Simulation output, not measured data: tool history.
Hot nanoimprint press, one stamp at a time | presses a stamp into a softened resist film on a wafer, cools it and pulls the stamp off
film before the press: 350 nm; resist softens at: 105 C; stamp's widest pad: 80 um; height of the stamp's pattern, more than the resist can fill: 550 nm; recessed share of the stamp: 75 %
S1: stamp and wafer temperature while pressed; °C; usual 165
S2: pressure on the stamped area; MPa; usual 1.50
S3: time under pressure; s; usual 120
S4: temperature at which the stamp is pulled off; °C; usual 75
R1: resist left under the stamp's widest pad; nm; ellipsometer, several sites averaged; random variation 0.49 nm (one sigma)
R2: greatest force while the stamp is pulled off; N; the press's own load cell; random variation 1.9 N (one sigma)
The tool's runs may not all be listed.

run 1 hour=0.0 | S1=165 S2=1.50 S3=120 S4=75 | R1=131.5 R2=142
run 2 hour=56.4 | S1=165 S2=1.50 S3=120 S4=75 | R1=130.6 R2=152
run 3 hour=144.9 | S1=165 S2=1.50 S3=171 S4=75 | R1=116.6 R2=160
run 4 hour=216.1 | S1=171 S2=1.50 S3=120 S4=75 | R1=101.2 R2=162
-- hour=266.9 stamp cleaned and given a new release coat
run 5 hour=311.5 | S1=171 S2=1.50 S3=120 S4=75 | R1=102.2 R2=139
run 6 hour=379.5 | S1=165 S2=1.59 S3=120 S4=75 | R1=130.1 R2=146
run 7 hour=421.8 | S1=165 S2=1.50 S3=120 S4=75 | R1=134.6 R2=149
run 8 hour=501.0 | S1=165 S2=1.50 S3=120 S4=69 | R1=134.5 R2=178
-- hour=584.0 plate thermocouple calibrated
run 9 hour=593.3 | S1=165 S2=1.50 S3=124 S4=69 | R1=135.6 R2=183
-- hour=675.1 stamp cleaned and given a new release coat
run 10 hour=675.1 | S1=165 S2=1.50 S3=124 S4=69 | R1=136.5 R2=154
run 11 hour=744.9 | S1=165 S2=1.50 S3=124 S4=69 | R1=136.8 R2=162
run 12 hour=803.4 | S1=165 S2=1.50 S3=124 S4=69 | R1=137.8 R2=166
run 13 hour=876.2 | S1=165 S2=1.50 S3=120 S4=75 | R1=140.7 R2=147
-- hour=952.4 plate thermocouple calibrated, once more
run 14 hour=961.7 | S1=165 S2=1.50 S3=120 S4=75 | R1=134.3 R2=158
run 15 hour=1039.0 | S1=165 S2=1.50 S3=120 S4=75 | R1=134.9 R2=166
-- hour=1083.2 stamp cleaned and given a new release coat
run 16 hour=1133.9 | S1=167 S2=1.70 S3=120 S4=70 | R1=116.1 R2=153
-- hour=1146.4 press's hydraulic seals changed and the load cell set to zero
run 17 hour=1215.3 | S1=166 S2=2.11 S3=83 S4=72 | R1=117.3 R2=153
run 18 hour=1299.0 | S1=166 S2=2.11 S3=69 S4=72 | R1=128.1 R2=161
run 19 hour=1387.7 | S1=172 S2=2.19 S3=131 S4=72 | R1=75.7 R2=169
run 20 hour=1464.7 | S1=164 S2=2.17 S3=114 S4=61 | R1=116.7 R2=219
-- hour=1500.6 stamp cleaned and given a new release coat
run 21 hour=1510.5 | S1=173 S2=1.50 S3=69 S4=79 | R1=115.6 R2=124
run 22 hour=1575.5 | S1=161 S2=0.99 S3=130 S4=79 | R1=193.6 R2=131
run 23 hour=1616.1 | S1=161 S2=0.99 S3=130 S4=79 | R1=194.0 R2=132
-- hour=1694.3 plate thermocouple calibrated
run 24 hour=1714.1 | S1=165 S2=1.20 S3=120 S4=66 | R1=148.0 R2=182
run 25 hour=1795.2 | S1=165 S2=1.32 S3=211 S4=75 | R1=114.7 R2=158
run 26 hour=1886.8 | S1=165 S2=1.49 S3=120 S4=70 | R1=134.7 R2=186
-- hour=1913.1 stamp cleaned and given a new release coat
run 27 hour=1975.0 | S1=166 S2=1.50 S3=88 S4=81 | R1=143.0 R2=121
run 28 hour=2049.4 | S1=156 S2=2.19 S3=72 S4=61 | R1=203.1 R2=189
run 29 hour=2095.2 | S1=156 S2=1.00 S3=72 S4=75 | R1=267.7 R2=150
run 30 hour=2156.2 | S1=171 S2=1.23 S3=108 S4=69 | R1=121.4 R2=181

Forecast each of these 3 alternatives for the next run:
run A hour=2237.4 | S1=164 S2=1.23 S3=70 S4=74 | R1=? R2=?
run B hour=2237.4 | S1=171 S2=1.63 S3=108 S4=62 | R1=? R2=?
run C hour=2237.4 | S1=174 S2=0.95 S3=108 S4=74 | R1=? R2=?

run=A R1=190.0 R2=166
run=B R1=103.6 R2=209
run=C R1=124.1 R2=166
Stripped of hidden state, with their random variation kept, the same runs would have yielded:
run=A R1=180.4 R2=135
run=B R1=96.7 R2=170
run=C R1=118.2 R2=135

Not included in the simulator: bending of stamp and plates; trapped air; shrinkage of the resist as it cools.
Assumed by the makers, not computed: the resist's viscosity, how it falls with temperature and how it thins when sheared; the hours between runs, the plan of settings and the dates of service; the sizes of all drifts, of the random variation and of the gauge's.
